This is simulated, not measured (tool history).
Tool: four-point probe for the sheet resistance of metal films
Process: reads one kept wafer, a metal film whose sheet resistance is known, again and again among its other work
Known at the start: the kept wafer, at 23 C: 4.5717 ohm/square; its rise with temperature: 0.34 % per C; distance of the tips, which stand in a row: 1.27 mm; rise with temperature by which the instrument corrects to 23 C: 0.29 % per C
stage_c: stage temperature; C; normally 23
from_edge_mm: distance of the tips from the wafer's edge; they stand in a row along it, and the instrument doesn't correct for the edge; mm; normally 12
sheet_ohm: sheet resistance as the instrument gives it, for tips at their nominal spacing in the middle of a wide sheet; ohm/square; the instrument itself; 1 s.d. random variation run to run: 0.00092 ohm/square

Run 1, hour 0: usual settings. Result: sheet_ohm 4.56867 ohm/square.
Run 2, hour 9.4: usual settings. Result: sheet_ohm 4.570294 ohm/square.
Run 3, hour 29.3: usual settings but from_edge_mm 6 mm. Result: sheet_ohm 4.648315 ohm/square.
Run 4, hour 49.1: usual settings but from_edge_mm 6 mm. Result: sheet_ohm 4.647211 ohm/square.
Run 5, hour 59: usual settings. Result: sheet_ohm 4.567628 ohm/square.
Run 6, hour 67.8: usual settings but from_edge_mm 51 mm. Result: sheet_ohm 4.541955 ohm/square.
Run 7, hour 80.8: usual settings but from_edge_mm 51 mm. Result: sheet_ohm 4.540215 ohm/square.
Run 8, hour 101.2: usual settings but from_edge_mm 51 mm. Result: sheet_ohm 4.541468 ohm/square.
Run 9, hour 112.2: usual settings but from_edge_mm 10 mm. Result: sheet_ohm 4.57839 ohm/square.
Run 10, hour 130.8: usual settings but from_edge_mm 4 mm. Result: sheet_ohm 4.773248 ohm/square.
Run 11, hour 149.9: usual settings but from_edge_mm 65 mm. Result: sheet_ohm 4.540279 ohm/square.
Run 12, hour 167.2: usual settings but stage_c 24 C, from_edge_mm 6 mm. Result: sheet_ohm 4.648259 ohm/square.
Run 13, hour 178.4: usual settings but stage_c 19 C, from_edge_mm 41 mm. Result: sheet_ohm 4.532903 ohm/square.
Run 14, hour 187.6: usual settings but stage_c 25 C, from_edge_mm 40 mm. Result: sheet_ohm 4.545738 ohm/square.
Run 15, hour 197.7: usual settings but stage_c 24 C, from_edge_mm 70 mm. Result: sheet_ohm 4.541988 ohm/square.
At hour 199.1: stage's thermometer calibrated.
Run 16, hour 207.2: usual settings but stage_c 24 C, from_edge_mm 70 mm. Result: sheet_ohm 4.54178 ohm/square.
Run 17, hour 217.6: usual settings but stage_c 32 C, from_edge_mm 24 mm. Result: sheet_ohm 4.562853 ohm/square.
Run 18, hour 234.2: usual settings but stage_c 32 C, from_edge_mm 24 mm. Result: sheet_ohm 4.564401 ohm/square.
Run 19, hour 249: usual settings but stage_c 19 C, from_edge_mm 5 mm. Result: sheet_ohm 4.678498 ohm/square.
Run 20, hour 257.8: usual settings but stage_c 19 C, from_edge_mm 13 mm. Result: sheet_ohm 4.548551 ohm/square.
Run 21, hour 277.1: usual settings but stage_c 33 C, from_edge_mm 71 mm. Result: sheet_ohm 4.558457 ohm/square.
Run 22, hour 295.7: usual settings but stage_c 22 C, from_edge_mm 6 mm. Result: sheet_ohm 4.640609 ohm/square.

3 options for the next run, each taken on its own from the tool as it stands now. Forecast them:
At hour 298.1: stage's thermometer calibrated, once more.
Run A, hour 309.8: usual settings but from_edge_mm 71 mm. Result: sheet_ohm ?.
At hour 298.1: stage's thermometer calibrated, once more.
Run B, hour 309.8: usual settings but stage_c 22 C, from_edge_mm 6 mm. Result: sheet_ohm ?.
At hour 298.1: stage's thermometer calibrated, once more.
Run C, hour 309.8: usual settings but stage_c 24 C. Result: sheet_ohm ?.

run  sheet_ohm
  A    4.54098
  B   4.645831
  C   4.568474
With the hidden condition removed and each run's random variation left untouched, the same runs would have given:
run  sheet_ohm
  A   4.572546
  B   4.678063
  C   4.600219
